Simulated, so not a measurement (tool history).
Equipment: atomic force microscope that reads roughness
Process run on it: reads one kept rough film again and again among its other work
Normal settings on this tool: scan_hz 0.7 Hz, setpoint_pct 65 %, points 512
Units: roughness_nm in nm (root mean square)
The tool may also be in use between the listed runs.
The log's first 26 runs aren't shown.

run   hour  scan_hz  setpoint_pct  points  roughness_nm
 27  495.6      0.6            65     573         1.149
     504.5  -- new tip fitted
 28  520.3      0.6            65     573         1.246
 29  541.8      0.7            86     512         1.153
 30  562.4    1.242            76     844         1.145
 31    588    2.123            76     512          1.06
       607  -- height scale calibrated on a step standard, once more
 32  611.5    3.266            86     348         0.869
     629.3  -- new tip fitted
 33  636.4    3.266            86     348         0.908
 34  650.6    2.651            66     472         1.132
 35  670.3    1.777            89     523         1.005
 36  681.7    1.777            89     523         0.999
 37  700.5      0.7            63     585         1.169
 38  719.2      0.7            63     585         1.157
 39  743.5    2.307            80     334         0.968
       752  -- new tip fitted
 40    762    2.307            80     334         1.058

Below are 5 alternative next runs, each starting from the tool's condition after run 40. Predict each:
  A  789.2    0.648            75     334             ?
  B  789.2      0.7            66     512             ?
  C  789.2    3.707            80     334             ?
  D  789.2      0.7            65     703             ?
  E  789.2    1.765            87     601             ?

run  roughness_nm
  A         1.161
  B         1.198
  C         0.946
  D         1.204
  E         1.034
Take away the tool's hidden state, keep each run's random variation, and the runs would have read:
run  roughness_nm
  A         1.194
  B         1.232
  C         0.972
  D         1.238
  E         1.063
